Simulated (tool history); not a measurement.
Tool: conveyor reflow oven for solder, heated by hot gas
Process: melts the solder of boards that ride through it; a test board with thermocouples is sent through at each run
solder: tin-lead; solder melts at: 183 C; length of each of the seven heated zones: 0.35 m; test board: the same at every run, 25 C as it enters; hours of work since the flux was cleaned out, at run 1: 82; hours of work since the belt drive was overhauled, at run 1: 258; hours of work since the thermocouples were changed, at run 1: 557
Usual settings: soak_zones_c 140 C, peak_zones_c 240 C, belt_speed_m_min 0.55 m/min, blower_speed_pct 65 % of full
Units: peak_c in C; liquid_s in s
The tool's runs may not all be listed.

run   hour  soak_zones_c  peak_zones_c  belt_speed_m_min  blower_speed_pct  hours of work since the flux was cleaned out  hours of work since the belt drive was overhauled  hours of work since the thermocouples were changed  peak_c  liquid_s
  1      0           140           240              0.55                65                                            82                                                258                                                 557   219.2      58.2
  2    8.2           140           240              0.55                65                                            89                                                265                                                 564   218.6        58
  3   18.9           140           240              0.55                65                                            97                                                273                                                 572   218.5        58
  4   27.8           133           240              0.55                65                                           104                                                280                                                 579   217.2      55.2
  5   32.7           133           240              0.55                65                                           108                                                284                                                 583   217.1      54.3
  6   39.7           133           240              0.55                65                                           114                                                290                                                 589   216.8      55.4
  7     51           133           240              0.55                65                                           123                                                299                                                 598   216.5        55
      56.8  -- flux residue cleaned out of gas plates and filters
  8   62.3           133           240              0.55                65                                             4                                                304                                                 603   216.7      54.3
  9   68.5           140           240              0.54                65                                             9                                                309                                                 608   218.8        58
 10   75.1           140           245             0.611                73                                            15                                                314                                                 613   220.7      53.1
 11   86.3           144           245             0.611                76                                            23                                                323                                                 622   222.4      57.2
      99.6  -- flux residue cleaned out of gas plates and filters, once more
 12  101.5           140           246              0.55                65                                             2                                                331                                                 630   224.1      62.5
 13  109.9           154           247             0.632                85                                             8                                                338                                                 637   229.7      61.3
 14  120.9           149           250             0.452                65                                            17                                                346                                                 645   236.1      87.5
 15  127.1           133           228             0.464                69                                            22                                                351                                                 650   214.5      65.8
 16  134.8           133           228             0.464                69                                            28                                                357                                                 656   215.4      65.9
 17  144.5           140           249              0.55                80                                            36                                                365                                                 664   232.6        68

Forecast each of these 5 alternatives for the next run:
  A  155.2           140           231              0.55                80                                            44                                                374                                                 673       ?         ?
  B  155.2           140           234              0.55                80                                            44                                                374                                                 673       ?         ?
  C  155.2           153           254             0.579                80                                            44                                                374                                                 673       ?         ?
  D  155.2           142           240              0.55                65                                            44                                                374                                                 673       ?         ?
  E  155.2           129           240              0.55                53                                            44                                                374                                                 673       ?         ?

run  peak_c  liquid_s
  A   216.5      56.7
  B   219.6      59.1
  C   237.1      71.5
  D   218.5      59.7
  E   210.2        46
Without the tool's hidden state the same runs would have given:
run  peak_c  liquid_s
  A     216      55.9
  B   219.1      58.4
  C   236.6      70.6
  D     218      58.8
  E   209.6        45
